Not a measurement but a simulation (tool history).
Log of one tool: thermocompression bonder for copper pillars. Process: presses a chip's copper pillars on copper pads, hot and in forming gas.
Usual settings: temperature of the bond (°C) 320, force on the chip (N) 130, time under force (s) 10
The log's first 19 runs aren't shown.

run    hour  temperature of the bond (°C)  force on the chip (N)  time under force (s)  hours of work since the heater was calibrated  hours of work since the force cell was calibrated  hours of work since the gas filter was changed  force that shears a chip off (N)
 20   657.6                           320                    149                    10                                            855                                                714                                             105                              74.0
 21   681.7                           299                    106                    26                                            873                                                732                                             124                              67.7
 22   724.8                           336                     93                    12                                            906                                                765                                             156                              62.1
      728.1  -- forming gas filter changed
 23   765.8                           320                    123                     8                                            937                                                796                                              29                              59.9
 24   810.9                           347                    187                     8                                            971                                                830                                              63                              92.9
 25   838.0                           320                    107                    10                                            991                                                850                                              83                              57.8
 26   863.1                           320                    107                    10                                           1010                                                869                                             102                              58.5
 27   895.6                           298                     83                    10                                           1035                                                894                                             127                              36.7
 28   925.0                           320                     83                     6                                           1057                                                916                                             149                              36.9
      939.8  -- forming gas filter changed
 29   944.8                           320                     83                    17                                           1072                                                931                                               4                              55.6
 30   985.9                           321                    162                    18                                           1103                                                962                                              35                              92.8
 31  1024.7                           321                    162                    18                                           1132                                                992                                              64                              95.7
 32  1046.4                           293                    144                    10                                           1149                                               1008                                              81                              58.1
 33  1088.7                           320                    116                    18                                           1181                                               1040                                             113                              75.1
 34  1125.9                           320                    130                    15                                           1209                                               1068                                             141                              75.8
     1150.4  -- forming gas filter changed
 35  1173.1                           343                    179                    26                                           1245                                               1104                                              17                             114.8
 36  1209.6                           311                    181                    10                                           1272                                               1131                                              45                              80.5
 37  1230.3                           311                    181                    10                                           1288                                               1147                                              61                              81.3
 38  1265.9                           311                    166                    27                                           1315                                               1174                                              88                              98.0
 39  1290.7                           311                    166                    27                                           1334                                               1193                                             106                              96.9
     1333.4  -- heater calibrated with a thermocouple chip
 40  1339.9                           311                    173                     6                                              5                                               1229                                             142                              65.7

Forecast each of these 3 alternatives for the next run:
     1362.4  -- forming gas filter changed
  A  1382.0                           340                    158                    11                                             36                                               1260                                              15                                 ?
     1362.4  -- forming gas filter changed
  B  1382.0                           337                    130                    10                                             36                                               1260                                              15                                 ?
     1362.4  -- forming gas filter changed
  C  1382.0                           328                     84                     6                                             36                                               1260                                              15                                 ?

run  force that shears a chip off (N)
  A                              91.7
  B                              75.7
  C                              41.5
Without the tool's hidden state the same runs would have given:
run  force that shears a chip off (N)
  A                              92.0
  B                              76.0
  C                              41.6

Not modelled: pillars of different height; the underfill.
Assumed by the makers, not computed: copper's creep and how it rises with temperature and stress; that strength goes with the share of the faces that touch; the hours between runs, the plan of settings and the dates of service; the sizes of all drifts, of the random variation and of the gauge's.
